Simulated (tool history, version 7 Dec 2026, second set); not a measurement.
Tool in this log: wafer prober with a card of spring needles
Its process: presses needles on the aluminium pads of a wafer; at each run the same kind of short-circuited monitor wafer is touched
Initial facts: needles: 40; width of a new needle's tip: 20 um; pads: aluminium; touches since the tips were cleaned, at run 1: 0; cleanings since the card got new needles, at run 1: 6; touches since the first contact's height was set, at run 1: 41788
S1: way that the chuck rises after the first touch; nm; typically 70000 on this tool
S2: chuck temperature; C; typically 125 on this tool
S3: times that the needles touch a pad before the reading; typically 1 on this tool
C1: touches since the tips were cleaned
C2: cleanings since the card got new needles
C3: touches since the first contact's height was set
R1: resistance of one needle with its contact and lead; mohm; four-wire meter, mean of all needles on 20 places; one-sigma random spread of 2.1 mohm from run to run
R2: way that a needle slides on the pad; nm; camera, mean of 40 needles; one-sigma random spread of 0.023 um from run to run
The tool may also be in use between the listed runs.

{"run": 1, "hour": 0.0, "S1": 70000, "S2": 125, "S3": 1, "C1": 0, "C2": 6, "C3": 41788, "R1": 229, "R2": 9250}
{"hour": 22.6, "done": "tips cleaned on abrasive film"}
{"run": 2, "hour": 34.0, "S1": 57000, "S2": 125, "S3": 1, "C1": 3072, "C2": 7, "C3": 50889, "R1": 259, "R2": 7490}
{"hour": 44.7, "done": "tips cleaned on abrasive film"}
{"hour": 68.1, "done": "tips cleaned on abrasive film"}
{"hour": 89.9, "done": "tips cleaned on abrasive film"}
{"run": 3, "hour": 89.9, "S1": 57000, "S2": 125, "S3": 1, "C1": 0, "C2": 10, "C3": 65788, "R1": 229, "R2": 7430}
{"hour": 112.0, "done": "tips cleaned on abrasive film"}
{"run": 4, "hour": 122.5, "S1": 57000, "S2": 125, "S3": 1, "C1": 2815, "C2": 11, "C3": 74519, "R1": 261, "R2": 7440}
{"hour": 134.0, "done": "tips cleaned on abrasive film"}
{"hour": 158.6, "done": "tips cleaned on abrasive film"}
{"run": 5, "hour": 173.9, "S1": 50000, "S2": 125, "S3": 1, "C1": 4104, "C2": 13, "C3": 88257, "R1": 280, "R2": 6510}
{"hour": 182.8, "done": "tips cleaned on abrasive film"}
{"hour": 205.7, "done": "tips cleaned on abrasive film"}
{"hour": 228.1, "done": "tips cleaned on abrasive film"}
{"run": 6, "hour": 228.3, "S1": 70000, "S2": 125, "S3": 1, "C1": 76, "C2": 16, "C3": 102771, "R1": 225, "R2": 9170}
{"hour": 250.3, "done": "tips cleaned on abrasive film"}
{"hour": 274.7, "done": "tips cleaned on abrasive film"}
{"run": 7, "hour": 276.7, "S1": 70000, "S2": 125, "S3": 1, "C1": 561, "C2": 18, "C3": 115701, "R1": 233, "R2": 9150}
{"hour": 297.1, "done": "tips cleaned on abrasive film"}
{"hour": 321.4, "done": "tips cleaned on abrasive film"}
{"run": 8, "hour": 321.4, "S1": 69000, "S2": 125, "S3": 1, "C1": 0, "C2": 20, "C3": 127613, "R1": 230, "R2": 8930}
{"hour": 346.2, "done": "tips cleaned on abrasive film"}
{"run": 9, "hour": 346.9, "S1": 70000, "S2": 125, "S3": 1, "C1": 187, "C2": 21, "C3": 134440, "R1": 230, "R2": 9060}
{"hour": 370.6, "done": "tips cleaned on abrasive film"}
{"run": 10, "hour": 387.7, "S1": 70000, "S2": 125, "S3": 1, "C1": 4574, "C2": 22, "C3": 145348, "R1": 259, "R2": 9060}
{"hour": 395.6, "done": "tips cleaned on abrasive film"}
{"hour": 420.8, "done": "tips cleaned on abrasive film"}
{"run": 11, "hour": 433.5, "S1": 70000, "S2": 125, "S3": 1, "C1": 3406, "C2": 24, "C3": 157588, "R1": 253, "R2": 9030}
{"hour": 443.5, "done": "tips cleaned on abrasive film"}
{"hour": 465.8, "done": "tips cleaned on abrasive film"}
{"run": 12, "hour": 479.4, "S1": 70000, "S2": 125, "S3": 1, "C1": 3647, "C2": 26, "C3": 169857, "R1": 252, "R2": 9040}
{"hour": 488.9, "done": "tips cleaned on abrasive film"}
{"run": 13, "hour": 506.1, "S1": 60000, "S2": 125, "S3": 1, "C1": 4607, "C2": 27, "C3": 176970, "R1": 266, "R2": 7670}
{"hour": 513.3, "done": "tips cleaned on abrasive film"}
{"hour": 534.9, "done": "tips cleaned on abrasive film"}
{"hour": 540.5, "done": "height of the first contact set anew"}
{"run": 14, "hour": 554.1, "S1": 60000, "S2": 125, "S3": 1, "C1": 5055, "C2": 29, "C3": 3628, "R1": 267, "R2": 7960}
{"hour": 556.8, "done": "tips cleaned on abrasive film"}
{"hour": 580.9, "done": "tips cleaned on abrasive film"}
{"run": 15, "hour": 595.8, "S1": 60000, "S2": 125, "S3": 1, "C1": 4000, "C2": 31, "C3": 14762, "R1": 266, "R2": 7890}
{"hour": 602.6, "done": "tips cleaned on abrasive film"}
{"run": 16, "hour": 623.3, "S1": 82000, "S2": 91, "S3": 1, "C1": 5567, "C2": 32, "C3": 22126, "R1": 241, "R2": 10790}
{"hour": 628.5, "done": "tips cleaned on abrasive film"}
{"run": 17, "hour": 648.2, "S1": 67000, "S2": 34, "S3": 2, "C1": 5305, "C2": 33, "C3": 28782, "R1": 232, "R2": 8820}
{"hour": 651.3, "done": "tips cleaned on abrasive film"}
{"hour": 674.6, "done": "tips cleaned on abrasive film"}
{"run": 18, "hour": 676.7, "S1": 67000, "S2": 34, "S3": 2, "C1": 580, "C2": 35, "C3": 36366, "R1": 211, "R2": 8790}
{"hour": 697.6, "done": "tips cleaned on abrasive film"}
{"hour": 722.5, "done": "tips cleaned on abrasive film"}
{"run": 19, "hour": 727.4, "S1": 50000, "S2": 123, "S3": 1, "C1": 1338, "C2": 37, "C3": 49919, "R1": 261, "R2": 6510}
{"hour": 743.9, "done": "tips cleaned on abrasive film"}
{"hour": 767.5, "done": "tips cleaned on abrasive film"}
{"run": 20, "hour": 773.6, "S1": 50000, "S2": 123, "S3": 1, "C1": 1640, "C2": 39, "C3": 62251, "R1": 258, "R2": 6590}
{"hour": 789.2, "done": "tips cleaned on abrasive film"}
{"run": 21, "hour": 805.6, "S1": 70000, "S2": 33, "S3": 1, "C1": 4396, "C2": 40, "C3": 70798, "R1": 241, "R2": 9170}
{"hour": 812.5, "done": "tips cleaned on abrasive film"}
{"hour": 835.6, "done": "tips cleaned on abrasive film"}
{"run": 22, "hour": 839.5, "S1": 70000, "S2": 30, "S3": 1, "C1": 1029, "C2": 42, "C3": 79832, "R1": 216, "R2": 9080}
{"hour": 858.3, "done": "tips cleaned on abrasive film"}
{"hour": 882.9, "done": "tips cleaned on abrasive film"}
{"run": 23, "hour": 891.1, "S1": 70000, "S2": 30, "S3": 1, "C1": 2194, "C2": 44, "C3": 93635, "R1": 229, "R2": 9140}
{"hour": 905.8, "done": "tips cleaned on abrasive film"}
{"hour": 931.0, "done": "tips cleaned on abrasive film"}
{"run": 24, "hour": 938.5, "S1": 70000, "S2": 35, "S3": 1, "C1": 2027, "C2": 46, "C3": 106294, "R1": 229, "R2": 9080}
{"hour": 953.2, "done": "tips cleaned on abrasive film"}
{"run": 25, "hour": 966.3, "S1": 71000, "S2": 28, "S3": 1, "C1": 3530, "C2": 47, "C3": 113727, "R1": 234, "R2": 9220}

For run 26, what comes out?
{"hour": 974.9, "done": "tips cleaned on abrasive film"}
{"run": 26, "hour": 992.9, "S1": 71000, "S2": 28, "S3": 1, "C1": 4830, "C2": 48, "C3": 120821, "R1": "?", "R2": "?"}

{"run 26": {"R1": 242, "R2": 9240}}
Take away the tool's hidden state, keep the run-to-run variation as it was, and the same run would have given R1 203 mohm, R2 9430 nm.

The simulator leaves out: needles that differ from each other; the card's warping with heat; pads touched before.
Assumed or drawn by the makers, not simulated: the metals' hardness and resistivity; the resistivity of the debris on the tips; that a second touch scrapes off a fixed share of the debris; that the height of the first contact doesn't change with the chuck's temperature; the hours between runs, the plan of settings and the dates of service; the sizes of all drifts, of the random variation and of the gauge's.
